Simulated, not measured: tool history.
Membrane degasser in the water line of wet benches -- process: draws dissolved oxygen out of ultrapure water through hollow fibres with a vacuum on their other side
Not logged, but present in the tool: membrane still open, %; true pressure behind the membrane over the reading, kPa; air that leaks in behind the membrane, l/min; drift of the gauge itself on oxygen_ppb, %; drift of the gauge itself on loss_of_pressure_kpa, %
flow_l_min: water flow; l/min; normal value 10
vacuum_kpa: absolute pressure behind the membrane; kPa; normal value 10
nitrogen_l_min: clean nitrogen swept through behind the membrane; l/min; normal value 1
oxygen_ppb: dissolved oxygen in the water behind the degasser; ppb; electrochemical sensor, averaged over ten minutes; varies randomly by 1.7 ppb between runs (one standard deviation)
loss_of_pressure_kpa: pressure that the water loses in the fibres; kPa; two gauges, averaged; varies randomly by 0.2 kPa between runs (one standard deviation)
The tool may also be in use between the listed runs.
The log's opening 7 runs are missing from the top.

| run | hour | flow_l_min | vacuum_kpa | nitrogen_l_min | hours since the membrane was changed | hours since the vacuum gauge was calibrated | hours since the vacuum lines were made tight | oxygen_ppb | loss_of_pressure_kpa |
|---|---|---|---|---|---|---|---|---|---|
| 8 | 342.3 | 8 | 10 | 1 | 1417 | 7791 | 2554 | 130.6 | 33.3 |
| 9 | 380.6 | 8 | 12.7 | 1 | 1455 | 7830 | 2593 | 183.9 | 33.39 |
| 10 | 416.9 | 10 | 7.2 | 1 | 1491 | 7866 | 2629 | 101 | 41.9 |
| 11 | 462.2 | 10 | 7.2 | 1 | 1537 | 7911 | 2674 | 99.1 | 42.3 |
| 12 | 504.8 | 10 | 10 | 1 | 1579 | 7954 | 2717 | 166.5 | 42.13 |
| 13 | 585.4 | 10 | 10 | 1 | 1660 | 8034 | 2797 | 163.9 | 42.02 |
|  | 623.7 | vacuum gauge calibrated |
| 14 | 634.8 | 10 | 10 | 1 | 1709 | 11 | 2846 | 166.3 | 42.2 |
| 15 | 676.9 | 10 | 10 | 1 | 1751 | 53 | 2888 | 168.8 | 42.07 |
| 16 | 724 | 10 | 6.7 | 1 | 1798 | 100 | 2935 | 89.2 | 42.17 |
| 17 | 759.9 | 11 | 10.3 | 2.11 | 1834 | 136 | 2971 | 98.3 | 46.4 |
| 18 | 812.8 | 7 | 6.9 | 2.03 | 1887 | 189 | 3024 | 33.2 | 29.71 |
| 19 | 849.6 | 7 | 6.9 | 1.12 | 1923 | 226 | 3061 | 56.6 | 29.66 |
| 20 | 884.7 | 7 | 10 | 0.54 | 1958 | 261 | 3096 | 202.1 | 29.46 |
| 21 | 959 | 14 | 12.2 | 0.7 | 2033 | 335 | 3170 | 398.6 | 58.92 |
| 22 | 1032.2 | 14 | 12.2 | 0.7 | 2106 | 408 | 3244 | 420.5 | 59.17 |
| 23 | 1104.9 | 14 | 12.2 | 0.7 | 2179 | 481 | 3316 | 406.3 | 58.75 |
| 24 | 1154.4 | 14 | 12.2 | 0.7 | 2228 | 531 | 3366 | 414.8 | 59.14 |
| 25 | 1201.7 | 14 | 12.2 | 0.7 | 2276 | 578 | 3413 | 412.3 | 59.52 |
| 26 | 1253.6 | 8 | 20.9 | 1.81 | 2327 | 630 | 3465 | 190.9 | 33.73 |
| 27 | 1326.3 | 10 | 22.4 | 1.08 | 2400 | 703 | 3538 | 409.6 | 42.28 |
| 28 | 1391.5 | 7 | 13.1 | 2.2 | 2465 | 768 | 3603 | 79.3 | 29.67 |
| 29 | 1430.6 | 13 | 18.2 | 1.65 | 2504 | 807 | 3642 | 297.9 | 55 |
| 30 | 1473.1 | 13 | 18.2 | 1.65 | 2547 | 849 | 3685 | 293.2 | 55.26 |
| 31 | 1543.6 | 9 | 17.2 | 0.58 | 2617 | 920 | 3755 | 483.8 | 38.31 |
| 32 | 1621 | 12 | 10 | 1 | 2695 | 997 | 3832 | 202.2 | 50.82 |

Branching from run 32: 3 alternative next runs. What would each branch give?
| A | 1675 | 9 | 8.6 | 0.49 | 2749 | 1051 | 3886 | ? | ? |
| B | 1675 | 12 | 9.7 | 1.18 | 2749 | 1051 | 3886 | ? | ? |
| C | 1675 | 15 | 6.8 | 1 | 2749 | 1051 | 3886 | ? | ? |

| run | oxygen_ppb | loss_of_pressure_kpa |
|---|---|---|
| A | 224.4 | 38.25 |
| B | 167.7 | 51.58 |
| C | 153.6 | 63.78 |
With no hidden state in the tool, these same runs would have given:
| run | oxygen_ppb | loss_of_pressure_kpa |
|---|---|---|
| A | 224.3 | 37.54 |
| B | 167.7 | 50.62 |
| C | 153.5 | 62.59 |
